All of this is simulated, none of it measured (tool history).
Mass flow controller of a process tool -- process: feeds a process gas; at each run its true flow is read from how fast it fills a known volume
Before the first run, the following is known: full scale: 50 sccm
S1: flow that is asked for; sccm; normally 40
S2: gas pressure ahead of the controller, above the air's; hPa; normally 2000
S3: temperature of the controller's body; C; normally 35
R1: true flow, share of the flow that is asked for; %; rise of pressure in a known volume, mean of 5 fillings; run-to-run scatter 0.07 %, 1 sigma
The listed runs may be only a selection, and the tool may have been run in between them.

run    hour  S1    S2  S3     R1
  1       0  40  2000  35  98.84
  2   166.6  40  2000  35  98.95
  3   330.5  40  2000  35  98.95
  4   476.1  40  2000  35  98.78
  5   644.3  40  2000  35  98.84
  6   747.6  40  2000  39  98.61
  7     845  40  2000  39  98.47
  8   975.7  40  2350  35  98.81
  9  1081.4  15  1550  35   97.8
 10  1172.3  17  2340  31  98.31
 11  1306.8  17  2340  31   98.2
 12  1498.5  17  2340  31  98.15
 13  1665.7  17  2340  31  98.15

Pick out some run-to-run changes in R1. Of each, how much would a tool without hidden state show as well, from the settings, what came in and chance, and how much is left for the hidden state and any gauge scatter not in both results compared?
Hidden state at play: flow at rest that the sensor doesn't see, % of full scale; true flow over the shown one, %; drift of the gauge itself on true_pct, %.
Run 8 -> 9: S1 40 -> 15, S2 2350 -> 1550. R1 -1.01 %: hidden state -0.21, all else -0.8.

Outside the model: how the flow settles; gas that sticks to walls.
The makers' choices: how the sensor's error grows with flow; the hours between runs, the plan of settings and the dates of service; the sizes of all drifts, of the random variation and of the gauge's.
